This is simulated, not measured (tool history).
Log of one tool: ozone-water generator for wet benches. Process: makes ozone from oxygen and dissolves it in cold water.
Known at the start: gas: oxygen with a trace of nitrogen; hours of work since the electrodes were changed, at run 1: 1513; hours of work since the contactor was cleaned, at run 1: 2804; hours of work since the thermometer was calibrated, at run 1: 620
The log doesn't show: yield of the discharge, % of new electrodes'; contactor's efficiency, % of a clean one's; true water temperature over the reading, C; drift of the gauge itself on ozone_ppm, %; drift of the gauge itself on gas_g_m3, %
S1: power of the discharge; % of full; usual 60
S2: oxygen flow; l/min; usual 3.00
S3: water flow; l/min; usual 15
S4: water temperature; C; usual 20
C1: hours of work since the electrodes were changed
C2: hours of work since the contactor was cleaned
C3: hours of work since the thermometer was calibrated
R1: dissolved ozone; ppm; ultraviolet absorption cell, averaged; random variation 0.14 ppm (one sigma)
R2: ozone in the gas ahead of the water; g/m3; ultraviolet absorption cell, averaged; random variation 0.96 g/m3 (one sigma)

Run 1, hour 0.0: usual settings; C1 1513; C2 2804; C3 620. Result: R1 16.6 ppm, R2 162.6 g/m3.
Run 2, hour 31.3: usual settings; C1 1542; C2 2833; C3 649. Result: R1 16.7 ppm, R2 165.4 g/m3.
Run 3, hour 74.7: usual settings but S3 11 l/min; C1 1583; C2 2874; C3 690. Result: R1 20.5 ppm, R2 165.2 g/m3.
Run 4, hour 118.4: usual settings; C1 1624; C2 2915; C3 731. Result: R1 16.7 ppm, R2 164.3 g/m3.
Run 5, hour 153.9: usual settings; C1 1657; C2 2948; C3 765. Result: R1 16.7 ppm, R2 165.9 g/m3.
Run 6, hour 182.5: usual settings; C1 1684; C2 2975; C3 791. Result: R1 16.7 ppm, R2 165.3 g/m3.
Run 7, hour 217.7: usual settings but S1 40 % of full; C1 1717; C2 3008; C3 825. Result: R1 11.5 ppm, R2 116.5 g/m3.
Run 8, hour 245.3: usual settings but S4 17 C; C1 1743; C2 3034; C3 850. Result: R1 17.1 ppm, R2 165.3 g/m3.
Run 9, hour 279.3: usual settings but S4 17 C; C1 1775; C2 3066; C3 882. Result: R1 17.0 ppm, R2 165.9 g/m3.
Run 10, hour 312.3: usual settings but S3 16 l/min; C1 1806; C2 3097; C3 913. Result: R1 15.8 ppm, R2 166.1 g/m3.
Run 11, hour 339.0: usual settings but S3 16 l/min; C1 1831; C2 3122; C3 938. Result: R1 15.7 ppm, R2 165.2 g/m3.
Run 12, hour 386.7: usual settings but S3 16 l/min; C1 1876; C2 3167; C3 983. Result: R1 15.8 ppm, R2 164.8 g/m3.
Run 13, hour 418.1: usual settings but S3 16 l/min; C1 1906; C2 3196; C3 1013. Result: R1 16.1 ppm, R2 165.9 g/m3.
Run 14, hour 442.5: usual settings but S1 49 % of full; C1 1928; C2 3219; C3 1036. Result: R1 14.2 ppm, R2 139.2 g/m3.
Run 15, hour 484.1: usual settings but S1 49 % of full; C1 1968; C2 3258; C3 1075. Result: R1 14.0 ppm, R2 139.2 g/m3.
Run 16, hour 513.5: usual settings but S1 49 % of full; C1 1995; C2 3286; C3 1102. Result: R1 14.1 ppm, R2 138.2 g/m3.
Run 17, hour 537.2: usual settings but S1 56 % of full, S2 3.91 l/min, S4 17 C; C1 2017; C2 3308; C3 1125. Result: R1 16.0 ppm, R2 131.5 g/m3.
Run 18, hour 580.2: usual settings but S1 56 % of full, S2 3.91 l/min, S3 10 l/min; C1 2058; C2 3349; C3 1165. Result: R1 19.3 ppm, R2 131.8 g/m3.
Run 19, hour 612.6: usual settings but S3 18 l/min; C1 2088; C2 3379; C3 1196. Result: R1 14.3 ppm, R2 165.1 g/m3.
Run 20, hour 638.3: usual settings but S2 4.43 l/min; C1 2112; C2 3403; C3 1220. Result: R1 16.0 ppm, R2 129.6 g/m3.
Run 21, hour 672.3: usual settings but S1 100 % of full, S2 3.28 l/min, S3 19 l/min, S4 22 C; C1 2144; C2 3435; C3 1252. Result: R1 21.3 ppm, R2 246.6 g/m3.
Run 22, hour 719.6: usual settings but S3 10 l/min; C1 2189; C2 3480; C3 1296. Result: R1 21.6 ppm, R2 167.2 g/m3.
Run 23, hour 741.6: usual settings but S3 10 l/min; C1 2209; C2 3500; C3 1317. Result: R1 21.8 ppm, R2 166.7 g/m3.
Run 24, hour 767.0: usual settings but S2 2.46 l/min; C1 2233; C2 3524; C3 1341. Result: R1 16.7 ppm, R2 189.4 g/m3.
Run 25, hour 790.8: usual settings but S2 2.46 l/min; C1 2256; C2 3546; C3 1363. Result: R1 16.4 ppm, R2 190.7 g/m3.
Run 26, hour 833.6: usual settings but S2 3.25 l/min, S3 22 l/min; C1 2296; C2 3587; C3 1403. Result: R1 12.5 ppm, R2 159.5 g/m3.
Run 27, hour 877.4: usual settings but S1 99 % of full, S2 4.84 l/min, S3 12 l/min; C1 2337; C2 3628; C3 1444. Result: R1 27.5 ppm, R2 191.5 g/m3.
Run 28, hour 903.7: usual settings but S1 99 % of full, S2 4.84 l/min, S3 12 l/min; C1 2362; C2 3653; C3 1469. Result: R1 27.7 ppm, R2 189.7 g/m3.
Run 29, hour 924.8: usual settings but S1 41 % of full, S2 3.72 l/min, S3 16 l/min, S4 21 C; C1 2382; C2 3672; C3 1489. Result: R1 11.2 ppm, R2 105.0 g/m3.
Run 30, hour 953.3: usual settings but S1 41 % of full, S2 1.67 l/min, S3 21 l/min, S4 15 C; C1 2408; C2 3699; C3 1515. Result: R1 9.1 ppm, R2 175.3 g/m3.
Run 31, hour 979.0: usual settings but S3 21 l/min, S4 19 C; C1 2433; C2 3723; C3 1540. Result: R1 13.2 ppm, R2 167.9 g/m3.
Run 32, hour 999.3: usual settings but S1 71 % of full, S4 14 C; C1 2452; C2 3742; C3 1559. Result: R1 20.7 ppm, R2 194.1 g/m3.

Forecast each of these 4 alternatives for the next run:
Run A, hour 1039.1: usual settings but S3 20 l/min; C1 2489; C2 3780; C3 1596. Result: R1 ?, R2 ?.
Run B, hour 1039.1: usual settings but S2 2.23 l/min, S3 17 l/min, S4 25 C; C1 2489; C2 3780; C3 1596. Result: R1 ?, R2 ?.
Run C, hour 1039.1: usual settings but S1 72 % of full, S2 3.30 l/min, S3 11 l/min, S4 14 C; C1 2489; C2 3780; C3 1596. Result: R1 ?, R2 ?.
Run D, hour 1039.1: usual settings but S3 17 l/min; C1 2489; C2 3780; C3 1596. Result: R1 ?, R2 ?.

run    R1     R2
  A  13.4  167.6
  B  14.5  203.4
  C  26.2  183.9
  D  15.3  165.9
Without the tool's hidden state the same runs would have given:
run    R1     R2
  A  13.4  163.9
  B  14.5  199.0
  C  26.2  179.9
  D  15.3  162.3
